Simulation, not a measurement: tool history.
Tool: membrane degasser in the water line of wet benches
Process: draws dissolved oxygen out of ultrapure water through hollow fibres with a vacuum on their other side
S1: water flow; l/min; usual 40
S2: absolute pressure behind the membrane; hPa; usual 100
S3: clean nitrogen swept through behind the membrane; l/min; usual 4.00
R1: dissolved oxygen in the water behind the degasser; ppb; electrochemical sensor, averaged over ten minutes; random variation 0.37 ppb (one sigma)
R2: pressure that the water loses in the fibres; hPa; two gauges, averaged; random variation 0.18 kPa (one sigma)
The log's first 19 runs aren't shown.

run,hour,S1,S2,S3,R1,R2
20,1061.3,40,102,1.91,329.1,319.9
21,1128.5,37,100,5.04,124.9,293.7
22,1185.5,62,89,3.56,254.0,496.3
23,1249.6,61,89,8.92,121.8,490.2
24,1308.8,26,89,2.14,168.3,205.0
# hour 1330.0: vacuum gauge calibrated, once more
25,1383.3,40,126,3.17,274.6,319.4
26,1417.6,25,209,3.19,329.3,199.9
27,1499.9,40,71,9.54,42.9,318.6
28,1538.8,44,100,11.90,66.7,350.6
29,1615.5,44,186,2.31,625.1,355.1
30,1676.3,44,186,2.31,627.6,353.5
31,1718.2,40,100,7.39,93.0,316.6
32,1764.7,40,100,7.39,93.0,318.5
33,1838.3,48,229,10.73,221.1,387.7

Forecast each of these 3 alternatives for the next run:
# hour 1877.0: seals of the vacuum lines changed
A,1897.7,37,229,4.77,?,?
# hour 1877.0: seals of the vacuum lines changed
B,1897.7,24,100,4.00,?,?
# hour 1877.0: seals of the vacuum lines changed
C,1897.7,39,229,10.73,?,?

run,R1,R2
A,354.3,295.1
B,98.5,192.1
C,174.8,311.9
Without the tool's hidden state the same runs would have given:
run,R1,R2
A,353.2,292.0
B,97.8,190.1
C,174.1,308.6
